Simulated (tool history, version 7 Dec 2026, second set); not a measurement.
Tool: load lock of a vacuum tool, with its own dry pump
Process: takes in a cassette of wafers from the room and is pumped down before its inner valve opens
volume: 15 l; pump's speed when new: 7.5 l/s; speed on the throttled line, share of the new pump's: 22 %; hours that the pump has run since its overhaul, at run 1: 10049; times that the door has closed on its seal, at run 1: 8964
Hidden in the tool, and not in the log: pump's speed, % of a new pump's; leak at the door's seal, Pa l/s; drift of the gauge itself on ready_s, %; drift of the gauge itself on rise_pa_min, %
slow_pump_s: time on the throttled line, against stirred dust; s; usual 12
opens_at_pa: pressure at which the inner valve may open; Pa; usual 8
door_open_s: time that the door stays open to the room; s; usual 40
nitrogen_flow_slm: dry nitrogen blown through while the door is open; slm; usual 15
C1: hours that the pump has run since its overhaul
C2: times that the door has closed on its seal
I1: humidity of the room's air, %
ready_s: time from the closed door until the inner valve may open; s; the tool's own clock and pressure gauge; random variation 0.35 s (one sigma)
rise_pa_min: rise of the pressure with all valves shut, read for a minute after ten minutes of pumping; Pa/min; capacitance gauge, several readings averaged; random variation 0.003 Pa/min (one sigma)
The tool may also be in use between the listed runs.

Run 1, day 0.000: usual settings; C1 10049; C2 8964; I1 44.9. Result: ready_s 35.0 s, rise_pa_min 0.094 Pa/min.
Run 2, day 5.642: usual settings but nitrogen_flow_slm 13 slm; C1 10184; C2 9192; I1 45.3. Result: ready_s 34.0 s, rise_pa_min 0.103 Pa/min.
Run 3, day 10.092: usual settings but nitrogen_flow_slm 13 slm; C1 10291; C2 9372; I1 46.3. Result: ready_s 34.5 s, rise_pa_min 0.100 Pa/min.
At day 17.438: dry pump taken out, an overhauled one fitted.
Run 4, day 17.438: usual settings but nitrogen_flow_slm 13 slm; C1 0; C2 9658; I1 42.8. Result: ready_s 28.4 s, rise_pa_min 0.104 Pa/min.
Run 5, day 26.317: usual settings; C1 213; C2 10017; I1 43.3. Result: ready_s 28.5 s, rise_pa_min 0.104 Pa/min.
Run 6, day 34.638: usual settings; C1 413; C2 10353; I1 45.2. Result: ready_s 29.4 s, rise_pa_min 0.105 Pa/min.
Run 7, day 41.275: usual settings; C1 572; C2 10620; I1 48.7. Result: ready_s 28.5 s, rise_pa_min 0.113 Pa/min.
Run 8, day 45.746: usual settings but door_open_s 52 s, nitrogen_flow_slm 12 slm; C1 679; C2 10801; I1 42.4. Result: ready_s 29.3 s, rise_pa_min 0.123 Pa/min.
Run 9, day 52.571: usual settings but opens_at_pa 7 Pa, nitrogen_flow_slm 4 slm; C1 843; C2 11076; I1 43.6. Result: ready_s 29.3 s, rise_pa_min 0.134 Pa/min.
Run 10, day 59.242: usual settings but slow_pump_s 16 s, opens_at_pa 10 Pa; C1 1003; C2 11346; I1 44.4. Result: ready_s 31.7 s, rise_pa_min 0.115 Pa/min.

4 ways to go on from here, each from the tool as it stands after run 10. What would each give?
Run A, day 67.333: usual settings but slow_pump_s 20 s, opens_at_pa 10 Pa, door_open_s 65 s, nitrogen_flow_slm 4 slm; C1 1198; C2 11672; I1 44.5. Result: ready_s ?, rise_pa_min ?.
Run B, day 67.333: usual settings but slow_pump_s 10 s, opens_at_pa 16 Pa, door_open_s 59 s; C1 1198; C2 11672; I1 44.1. Result: ready_s ?, rise_pa_min ?.
Run C, day 67.333: usual settings but slow_pump_s 18 s, opens_at_pa 11 Pa; C1 1198; C2 11672; I1 45.5. Result: ready_s ?, rise_pa_min ?.
Run D, day 67.333: usual settings but slow_pump_s 8 s, nitrogen_flow_slm 6 slm; C1 1198; C2 11672; I1 45.4. Result: ready_s ?, rise_pa_min ?.

run  ready_s  rise_pa_min
  A     35.1        0.160
  B     26.4        0.125
  C     33.5        0.122
  D     26.6        0.132
Without the tool's hidden state the same runs would have given:
run  ready_s  rise_pa_min
  A     34.2        0.096
  B     25.5        0.060
  C     32.7        0.057
  D     25.5        0.067
